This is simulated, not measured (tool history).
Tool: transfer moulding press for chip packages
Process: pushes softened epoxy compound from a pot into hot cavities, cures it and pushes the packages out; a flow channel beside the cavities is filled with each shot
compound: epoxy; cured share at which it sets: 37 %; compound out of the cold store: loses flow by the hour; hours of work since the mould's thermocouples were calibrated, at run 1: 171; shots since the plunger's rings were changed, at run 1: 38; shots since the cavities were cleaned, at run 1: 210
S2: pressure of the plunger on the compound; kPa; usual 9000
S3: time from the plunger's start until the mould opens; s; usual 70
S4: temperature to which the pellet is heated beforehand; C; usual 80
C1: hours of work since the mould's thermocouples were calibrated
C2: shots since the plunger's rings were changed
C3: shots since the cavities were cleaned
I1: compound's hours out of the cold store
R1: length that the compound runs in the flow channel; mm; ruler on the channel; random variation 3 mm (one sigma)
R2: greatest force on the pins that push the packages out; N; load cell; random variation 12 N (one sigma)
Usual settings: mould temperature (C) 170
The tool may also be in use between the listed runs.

Run 1, day 0: usual settings; C1 171; C2 38; C3 210; I1 45. Result: R1 773 mm, R2 713 N.
Run 2, day 0.467: usual settings; C1 179; C2 203; C3 375; I1 25.9. Result: R1 836 mm, R2 825 N.
Run 3, day 1.308: usual settings; C1 193; C2 501; C3 673; I1 30.6. Result: R1 815 mm, R2 907 N.
At day 1.438: cavities cleaned with cleaning compound and waxed.
Run 4, day 1.858: usual settings; C1 201; C2 672; C3 148; I1 35.7. Result: R1 797 mm, R2 635 N.
Run 5, day 2.75: usual settings but S3 91 s; C1 216; C2 988; C3 464; I1 35.9. Result: R1 788 mm, R2 567 N.
At day 3.483: cavities cleaned with cleaning compound and waxed.
Run 6, day 3.692: usual settings but S4 75 C; C1 231; C2 1297; C3 73; I1 17.5. Result: R1 857 mm, R2 632 N.
Run 7, day 4.567: usual settings but mould temperature (C) 164; C1 246; C2 1607; C3 383; I1 10.8. Result: R1 913 mm, R2 1308 N.
Run 8, day 5.1: usual settings but mould temperature (C) 164; C1 255; C2 1796; C3 572; I1 8.1. Result: R1 921 mm, R2 1470 N.
At day 5.571: cavities cleaned with cleaning compound and waxed.
Run 9, day 5.954: usual settings but mould temperature (C) 164; C1 268; C2 2076; C3 136; I1 46.5. Result: R1 750 mm, R2 925 N.
Run 10, day 6.371: usual settings but mould temperature (C) 164; C1 275; C2 2223; C3 283; I1 47.4. Result: R1 749 mm, R2 1034 N.
Run 11, day 7.271: usual settings but S4 70 C; C1 290; C2 2540; C3 600; I1 11.3. Result: R1 874 mm, R2 988 N.
At day 7.633: cavities cleaned with cleaning compound and waxed.
Run 12, day 7.833: usual settings but S4 70 C; C1 299; C2 2717; C3 70; I1 18.6. Result: R1 849 mm, R2 635 N.
Run 13, day 8.5: usual settings; C1 310; C2 2953; C3 306; I1 30.6. Result: R1 789 mm, R2 779 N.
At day 9.033: plunger's sealing rings changed.
Run 14, day 9.458: usual settings; C1 324; C2 151; C3 608; I1 41.8. Result: R1 780 mm, R2 853 N.
At day 9.8: cavities cleaned with cleaning compound and waxed.
Run 15, day 10.354: usual settings but mould temperature (C) 176, S3 55 s, S4 86 C; C1 338; C2 445; C3 196; I1 12. Result: R1 881 mm, R2 897 N.
Run 16, day 11.025: usual settings but mould temperature (C) 176, S3 55 s, S4 86 C; C1 350; C2 682; C3 433; I1 9.7. Result: R1 881 mm, R2 1031 N.
Run 17, day 11.496: usual settings but mould temperature (C) 176, S3 89 s, S4 86 C; C1 358; C2 848; C3 599; I1 15.9. Result: R1 851 mm, R2 600 N.
At day 11.879: cavities cleaned with cleaning compound and waxed.
Run 18, day 12.321: usual settings but mould temperature (C) 176, S3 89 s, S4 86 C; C1 371; C2 1118; C3 157; I1 36.1. Result: R1 768 mm, R2 441 N.
Run 19, day 13.225: usual settings but mould temperature (C) 176, S3 89 s, S4 86 C; C1 386; C2 1437; C3 476; I1 34.7. Result: R1 772 mm, R2 584 N.
Run 20, day 13.7: usual settings but mould temperature (C) 164; C1 394; C2 1605; C3 644; I1 8.7. Result: R1 924 mm, R2 1505 N.
At day 13.967: cavities cleaned with cleaning compound and waxed.
Run 21, day 14.621: usual settings but S2 7360 kPa, S3 83 s; C1 408; C2 1908; C3 231; I1 9.2. Result: R1 801 mm, R2 540 N.
Run 22, day 15.188: usual settings but S2 8620 kPa, S4 85 C; C1 418; C2 2109; C3 432; I1 35.7. Result: R1 761 mm, R2 793 N.
Run 23, day 15.7: usual settings but mould temperature (C) 177, S2 8610 kPa, S3 50 s, S4 84 C; C1 426; C2 2290; C3 613; I1 39.4. Result: R1 723 mm, R2 1248 N.
At day 16.008: cavities cleaned with cleaning compound and waxed.
Run 24, day 16.258: usual settings but mould temperature (C) 177, S2 8610 kPa, S3 50 s, S4 84 C; C1 435; C2 2465; C3 88; I1 15.5. Result: R1 817 mm, R2 972 N.

Run 25 comes next. What will it give?
Run 25, day 17.125: usual settings but mould temperature (C) 172, S3 68 s; C1 449; C2 2770; C3 393; I1 12.2. Result: R1 ?, R2 ?.

R1: 855 mm
R2: 792 N
Without the tool's hidden state the same run would have given R1 894 mm, R2 551 N.

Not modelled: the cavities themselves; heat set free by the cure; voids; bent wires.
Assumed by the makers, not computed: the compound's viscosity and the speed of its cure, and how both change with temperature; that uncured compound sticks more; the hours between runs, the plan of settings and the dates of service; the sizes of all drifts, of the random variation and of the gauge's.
